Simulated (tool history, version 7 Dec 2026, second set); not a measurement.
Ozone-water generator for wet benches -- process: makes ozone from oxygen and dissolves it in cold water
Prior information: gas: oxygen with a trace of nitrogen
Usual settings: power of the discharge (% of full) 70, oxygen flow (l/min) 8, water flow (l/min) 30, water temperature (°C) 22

run    hour  power of the discharge (% of full)  oxygen flow (l/min)  water flow (l/min)  water temperature (°C)  dissolved ozone (ppm)  ozone in the gas ahead of the water (g/m3)
  1       0                                  70                    8                  30                      22                   23.6                                       219.7
  2    47.6                                  70                    8                  30                      22                   23.4                                         221
  3     121                                  70                    8                  30                      22                   23.5                                         217
  4     172                                  70                    8                  30                      22                   23.5                                         218
  5   237.4                                  70                 4.69                  30                      22                   20.1                                       261.3
  6   334.1                                  70                    8                  30                      22                   22.9                                       214.6
  7     423                                  70                    8                  30                      22                   22.9                                       214.7
  8   508.2                                  70                    8                  30                      22                   22.7                                       214.1
  9   611.5                                  70                    8                  30                      22                   22.5                                       213.8
 10   658.2                                  70                    8                  30                      22                   22.1                                       213.2
 11   723.2                                  70                    8                  30                      22                   22.4                                       211.5
      817.9  -- water thermometer calibrated
 12   823.4                                  70                    8                  30                      22                   22.1                                       210.6
      836.5  -- contactor cleaned
 13     930                                  70                    8                  30                      22                   22.1                                       208.5
 14   980.6                                  70                    8                  30                      22                   21.9                                       208.6
 15    1073                                  70                    8                  30                      22                   21.6                                       204.7
 16  1179.1                                  70                    8                  30                      22                   21.5                                       204.7
 17  1264.3                                  70                    8                  30                      28                   19.4                                         205
 18  1342.1                                  70                 4.74                  41                      22                   13.9                                       242.7
     1354.5  -- contactor cleaned, once more
 19  1436.2                                  70                 4.74                  41                      22                   14.1                                       242.8
 20    1520                                  70                 8.37                  41                      22                   16.6                                       198.4
 21  1591.4                                  82                 8.37                  41                      19                   19.3                                       220.8
 22  1658.9                                  70                 4.29                  30                      23                   18.4                                       247.8
 23    1746                                  71                    8                  30                      22                   21.6                                       200.7
 24  1849.2                                  71                    8                  29                      18                   23.8                                       199.1
 25  1926.5                                  71                10.16                  29                      18                   24.2                                         182
 26  1986.7                                  97                    8                  20                      29                   30.9                                       244.2
 27  2071.1                                  70                 7.54                  43                      25                   14.3                                       199.3
 28  2172.7                                  70                13.18                  30                      20                   22.8                                       161.7
 29  2248.8                                  70                13.18                  30                      20                   22.8                                       162.1
 30  2354.7                                  47                 9.51                  30                      22                   16.2                                       136.5
 31  2408.9                                  47                 9.51                  28                      18                   18.1                                         137
 32  2467.3                                  40                  9.4                  30                      17                   15.4                                       122.4

What if the next run were any one of these 3? Each begins from the tool's condition after run 32:
  A  2546.9                                  44                    8                  30                      22                      ?                                           ?
  B  2546.9                                  70                    8                  30                      15                      ?                                           ?
  C  2546.9                                  77                 8.46                  30                      17                      ?                                           ?

run  dissolved ozone (ppm)  ozone in the gas ahead of the water (g/m3)
  A                   14.9                                       137.2
  B                   22.4                                       190.6
  C                   23.3                                       197.9
What these runs would have given with no unlogged condition in the tool:
run  dissolved ozone (ppm)  ozone in the gas ahead of the water (g/m3)
  A                   18.4                                       166.2
  B                   30.7                                       256.6
  C                   32.7                                       272.8

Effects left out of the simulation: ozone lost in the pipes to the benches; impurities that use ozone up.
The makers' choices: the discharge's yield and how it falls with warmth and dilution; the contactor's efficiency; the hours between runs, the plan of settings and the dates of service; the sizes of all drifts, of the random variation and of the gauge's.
